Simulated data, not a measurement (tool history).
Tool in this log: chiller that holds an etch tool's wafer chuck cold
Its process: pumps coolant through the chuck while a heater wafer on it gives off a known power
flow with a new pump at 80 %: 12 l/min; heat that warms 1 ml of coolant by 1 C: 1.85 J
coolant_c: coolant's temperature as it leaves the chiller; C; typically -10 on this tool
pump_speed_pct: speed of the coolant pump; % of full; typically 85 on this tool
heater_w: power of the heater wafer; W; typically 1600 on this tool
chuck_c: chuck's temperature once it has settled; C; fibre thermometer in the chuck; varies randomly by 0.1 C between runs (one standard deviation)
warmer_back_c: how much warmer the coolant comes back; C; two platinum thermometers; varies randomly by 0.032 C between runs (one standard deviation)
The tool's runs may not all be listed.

{"run": 1, "hour": 0.0, "coolant_c": -10, "pump_speed_pct": 85, "heater_w": 1600, "chuck_c": 3.1, "warmer_back_c": 4.15}
{"run": 2, "hour": 25.8, "coolant_c": -10, "pump_speed_pct": 85, "heater_w": 1600, "chuck_c": 3.2, "warmer_back_c": 4.12}
{"run": 3, "hour": 69.9, "coolant_c": -10, "pump_speed_pct": 85, "heater_w": 1600, "chuck_c": 3.4, "warmer_back_c": 4.16}
{"run": 4, "hour": 108.5, "coolant_c": -7, "pump_speed_pct": 85, "heater_w": 1600, "chuck_c": 6.2, "warmer_back_c": 4.2}
{"run": 5, "hour": 142.9, "coolant_c": -7, "pump_speed_pct": 85, "heater_w": 1600, "chuck_c": 6.3, "warmer_back_c": 4.19}
{"run": 6, "hour": 167.7, "coolant_c": -10, "pump_speed_pct": 85, "heater_w": 1600, "chuck_c": 3.4, "warmer_back_c": 4.19}
{"run": 7, "hour": 194.4, "coolant_c": -10, "pump_speed_pct": 85, "heater_w": 1600, "chuck_c": 3.1, "warmer_back_c": 4.22}
{"run": 8, "hour": 215.0, "coolant_c": -10, "pump_speed_pct": 85, "heater_w": 1600, "chuck_c": 3.2, "warmer_back_c": 4.17}
{"run": 9, "hour": 256.0, "coolant_c": -10, "pump_speed_pct": 85, "heater_w": 1600, "chuck_c": 3.4, "warmer_back_c": 4.19}
{"run": 10, "hour": 281.6, "coolant_c": -10, "pump_speed_pct": 85, "heater_w": 1600, "chuck_c": 3.5, "warmer_back_c": 4.22}
{"run": 11, "hour": 316.3, "coolant_c": -10, "pump_speed_pct": 85, "heater_w": 1619, "chuck_c": 3.7, "warmer_back_c": 4.27}
{"run": 12, "hour": 343.0, "coolant_c": -10, "pump_speed_pct": 85, "heater_w": 1619, "chuck_c": 3.6, "warmer_back_c": 4.23}
{"hour": 347.1, "done": "chiller's thermometer calibrated"}
{"run": 13, "hour": 373.4, "coolant_c": -10, "pump_speed_pct": 85, "heater_w": 1600, "chuck_c": 3.3, "warmer_back_c": 4.25}
{"run": 14, "hour": 414.2, "coolant_c": -10, "pump_speed_pct": 85, "heater_w": 1600, "chuck_c": 3.2, "warmer_back_c": 4.19}
{"hour": 440.0, "done": "chiller's thermometer calibrated, once more"}
{"run": 15, "hour": 441.5, "coolant_c": -3, "pump_speed_pct": 60, "heater_w": 1337, "chuck_c": 11, "warmer_back_c": 4.94}
{"run": 16, "hour": 468.7, "coolant_c": -15, "pump_speed_pct": 60, "heater_w": 1057, "chuck_c": -3.9, "warmer_back_c": 3.89}
{"run": 17, "hour": 503.3, "coolant_c": -17, "pump_speed_pct": 61, "heater_w": 1551, "chuck_c": -0.9, "warmer_back_c": 5.63}
{"run": 18, "hour": 526.9, "coolant_c": -17, "pump_speed_pct": 63, "heater_w": 1126, "chuck_c": -5.6, "warmer_back_c": 4}
{"run": 19, "hour": 549.3, "coolant_c": -10, "pump_speed_pct": 85, "heater_w": 1600, "chuck_c": 3.7, "warmer_back_c": 4.23}
{"run": 20, "hour": 569.8, "coolant_c": -10, "pump_speed_pct": 78, "heater_w": 1100, "chuck_c": 0, "warmer_back_c": 3.15}
{"run": 21, "hour": 607.4, "coolant_c": -10, "pump_speed_pct": 78, "heater_w": 1100, "chuck_c": 0.1, "warmer_back_c": 3.2}
{"run": 22, "hour": 647.5, "coolant_c": -13, "pump_speed_pct": 97, "heater_w": 809, "chuck_c": -6.7, "warmer_back_c": 1.9}
{"run": 23, "hour": 676.6, "coolant_c": -13, "pump_speed_pct": 97, "heater_w": 809, "chuck_c": -6.5, "warmer_back_c": 1.83}
{"run": 24, "hour": 705.8, "coolant_c": -15, "pump_speed_pct": 97, "heater_w": 1526, "chuck_c": -2.7, "warmer_back_c": 3.54}
{"run": 25, "hour": 750.8, "coolant_c": -10, "pump_speed_pct": 91, "heater_w": 2181, "chuck_c": 8.3, "warmer_back_c": 5.33}
{"run": 26, "hour": 786.6, "coolant_c": -19, "pump_speed_pct": 99, "heater_w": 1919, "chuck_c": -3.5, "warmer_back_c": 4.34}

Consider 3 possible next runs. They are alternatives, not a sequence: every one starts from the tool as it was left by run 26. What does each give?
{"run": "A", "hour": 806.1, "coolant_c": -13, "pump_speed_pct": 85, "heater_w": 1331, "chuck_c": "?", "warmer_back_c": "?"}
{"run": "B", "hour": 806.1, "coolant_c": -4, "pump_speed_pct": 66, "heater_w": 834, "chuck_c": "?", "warmer_back_c": "?"}
{"run": "C", "hour": 806.1, "coolant_c": -10, "pump_speed_pct": 85, "heater_w": 1078, "chuck_c": "?", "warmer_back_c": "?"}

run=A chuck_c=-1.3 warmer_back_c=3.5
run=B chuck_c=4.5 warmer_back_c=2.82
run=C chuck_c=-0.5 warmer_back_c=2.84
Without the tool's unlogged condition, the same runs would have read:
run=A chuck_c=-3.6 warmer_back_c=3.38
run=B chuck_c=2.8 warmer_back_c=2.72
run=C chuck_c=-2.3 warmer_back_c=2.75

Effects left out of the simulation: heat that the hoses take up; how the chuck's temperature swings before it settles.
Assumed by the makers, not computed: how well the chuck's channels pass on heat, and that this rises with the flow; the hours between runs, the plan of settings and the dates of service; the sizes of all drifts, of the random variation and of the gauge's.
